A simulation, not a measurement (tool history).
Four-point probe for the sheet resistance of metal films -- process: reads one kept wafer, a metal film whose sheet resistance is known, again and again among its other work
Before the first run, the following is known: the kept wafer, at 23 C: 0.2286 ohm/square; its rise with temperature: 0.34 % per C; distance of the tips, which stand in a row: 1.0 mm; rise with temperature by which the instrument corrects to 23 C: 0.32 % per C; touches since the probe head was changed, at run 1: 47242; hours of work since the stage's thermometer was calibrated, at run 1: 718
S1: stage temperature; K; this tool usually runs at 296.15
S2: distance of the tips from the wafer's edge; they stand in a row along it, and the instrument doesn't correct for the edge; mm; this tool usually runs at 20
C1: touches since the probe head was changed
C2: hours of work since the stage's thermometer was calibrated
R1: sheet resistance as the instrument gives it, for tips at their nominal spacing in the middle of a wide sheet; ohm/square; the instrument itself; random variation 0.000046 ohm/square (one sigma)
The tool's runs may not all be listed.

run,hour,S1,S2,C1,C2,R1
1,0,296.15,20,47242,718,0.228834
2,53.5,296.15,6,48309,745,0.231954
3,84.2,296.15,6,48923,760,0.231953
4,124.6,296.15,6,49730,780,0.231888
5,178.6,296.15,5,50807,807,0.233419
6,228.3,296.15,5,51798,832,0.23347
7,280.8,296.15,20,52847,858,0.228818
8,333.8,296.15,20,53905,884,0.228932
9,364.4,296.15,20,54515,899,0.22889
10,424.5,296.15,19,55714,929,0.228952
11,474,296.15,7,56703,954,0.23112
12,528,296.15,7,57781,980,0.231009
13,575.6,296.15,7,58732,1004,0.231025
14,624.1,296.15,7,59699,1028,0.23103
15,680.2,296.15,7,60820,1056,0.230988
16,708.7,296.15,7,61388,1070,0.231017
17,756.8,296.15,7,62347,1094,0.231114
18,793.4,296.15,7,63079,1112,0.231079
19,831.5,297.15,7,63840,1131,0.231247
20,869,298.15,21,64588,1150,0.228951
21,915.2,300.15,67,65510,1173,0.228727
22,951.8,296.15,5,66240,1191,0.233388
23,992,304.15,4,67042,1211,0.236348

Run 24 comes next. What will it give?
24,1042.5,299.15,33,68050,1236,?

Run 24 gave R1 0.228793 ohm/square.
Take away the tool's hidden state, keep the run-to-run variation as it was, and the same run would have given R1 0.228799 ohm/square.
